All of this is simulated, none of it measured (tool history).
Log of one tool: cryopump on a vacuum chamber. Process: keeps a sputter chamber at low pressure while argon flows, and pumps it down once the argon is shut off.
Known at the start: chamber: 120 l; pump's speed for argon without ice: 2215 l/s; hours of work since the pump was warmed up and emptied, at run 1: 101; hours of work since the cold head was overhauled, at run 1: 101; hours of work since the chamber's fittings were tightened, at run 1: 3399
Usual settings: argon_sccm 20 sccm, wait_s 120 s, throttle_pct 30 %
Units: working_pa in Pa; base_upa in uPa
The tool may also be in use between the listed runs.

run,hour,argon_sccm,wait_s,throttle_pct,hours of work since the pump was warmed up and emptied,hours of work since the cold head was overhauled,hours of work since the chamber's fittings were tightened,working_pa,base_upa
1,0,20,120,30,101,101,3399,0.0513,1.98
2,30.8,20,120,18,122,122,3420,0.0859,1.99
3,55,20,120,18,138,138,3436,0.0863,2.01
4,86.1,20,52,30,158,158,3457,0.0522,2.51
5,112.3,20,52,30,176,176,3474,0.052,2.72
6,139.5,20,52,30,194,194,3492,0.0525,2.73
7,158.8,20,120,30,207,207,3505,0.0527,2.09
8,186.7,20,120,30,225,225,3524,0.0524,2.07
9,221.5,20,120,30,249,249,3547,0.0536,2.15
10,238.1,20,120,30,260,260,3558,0.0525,2.13
11,258.3,20,120,51,273,273,3571,0.0323,2.16
12,288.6,20,120,51,293,293,3592,0.0317,2.2
13,307,9,120,51,306,306,3604,0.015,2.16
14,335.8,27,120,30,325,325,3623,0.0732,2.2
15,356.4,27,198,30,338,338,3637,0.0713,2.06
16,383.1,20,105,30,356,356,3655,0.053,2.35
17,408.5,20,120,30,373,373,3672,0.0538,2.3
18,436.6,26,120,38,392,392,3690,0.0563,2.3
19,460.1,9,120,45,408,408,3706,0.0171,2.3
20,490.6,9,120,45,428,428,3726,0.017,2.4
21,519.3,24,120,30,447,447,3745,0.0655,2.37
# hour 533.9: leaking fittings of the chamber tightened, without venting
22,544,24,120,30,462,462,7,0.0644,0.67
23,577.6,24,120,30,485,485,29,0.0648,0.68
24,608.7,24,120,30,505,505,50,0.0662,0.69
25,637.4,24,120,30,524,524,69,0.0661,0.7
# hour 654.6: pump warmed up, emptied and cooled again
26,664.4,9,120,47,7,539,84,0.0148,0.66
27,686.6,9,120,47,21,554,98,0.0142,0.64
28,713.7,8,66,31,39,572,116,0.0198,1.04
29,729.9,20,120,17,50,583,127,0.091,0.71
30,757,20,120,17,68,601,145,0.0898,0.68
31,786.9,14,120,21,88,621,165,0.0501,0.68
32,814.6,16,120,21,107,639,184,0.0583,0.73
33,837,24,83,51,122,654,199,0.0365,0.94

3 ways to go on from here, each from the tool as it stands after run 33. What would each give?
A,852.5,26,120,31,132,664,209,?,?
B,852.5,20,120,16,132,664,209,?,?
C,852.5,24,112,52,132,664,209,?,?

run,working_pa,base_upa
A,0.0645,0.73
B,0.096,0.71
C,0.0367,0.74
Without the tool's hidden state the same runs would have given:
run,working_pa,base_upa
A,0.0633,0.63
B,0.0951,0.61
C,0.0356,0.64
